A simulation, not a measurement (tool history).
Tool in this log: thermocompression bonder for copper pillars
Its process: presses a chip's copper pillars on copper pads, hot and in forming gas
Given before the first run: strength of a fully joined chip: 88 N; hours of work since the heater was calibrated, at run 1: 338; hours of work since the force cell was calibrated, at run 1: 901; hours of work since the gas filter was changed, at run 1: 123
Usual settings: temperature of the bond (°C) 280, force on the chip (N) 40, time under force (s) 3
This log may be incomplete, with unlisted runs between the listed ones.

run	hour	temperature of the bond (°C)	force on the chip (N)	time under force (s)	hours of work since the heater was calibrated	hours of work since the force cell was calibrated	hours of work since the gas filter was changed	force that shears a chip off (N)
1	0.0	280	40	3	338	901	123	42.4
2	27.2	280	40	3	352	915	137	42.8
3	52.0	280	40	2	365	928	150	36.7
4	97.2	280	40	3	388	952	173	42.6
5	140.6	280	40	3	411	974	196	42.3
# hour 175.9: force cell calibrated
6	177.6	280	40	3	429	1	214	42.8
7	198.8	280	40	3	440	12	225	42.5
8	227.3	292	40	3	455	27	240	49.4
9	269.4	280	40	3	476	48	262	42.9
10	294.5	280	40	3	489	61	275	43.5
# hour 303.2: forming gas filter changed
11	330.9	280	40	4	508	80	14	47.7
12	355.4	280	40	4	521	93	27	47.7
13	389.7	280	40	4	538	110	45	47.8
14	416.0	280	40	4	552	124	58	47.5
15	455.1	271	40	3	572	144	79	38.2
16	491.6	298	40	3	591	163	98	53.4
17	519.9	280	40	3	606	178	112	43.2
18	548.9	280	40	3	621	193	127	43.0
19	571.2	277	40	3	633	205	139	41.5
20	595.8	280	40	3	645	217	152	43.3
21	626.3	280	40	2	661	233	167	37.1
22	672.6	280	40	2	685	257	191	37.4
23	693.0	280	40	2	696	268	202	37.6

What does the tool deliver on the next run?
# hour 740.5: gauge calibrated
24	740.7	272	37	3	720	292	227	?

For run 24 the tool returned force that shears a chip off (N) 34.6.
If the tool had no hidden condition, the same run with the same run-to-run variation would have returned force that shears a chip off (N) 34.8.
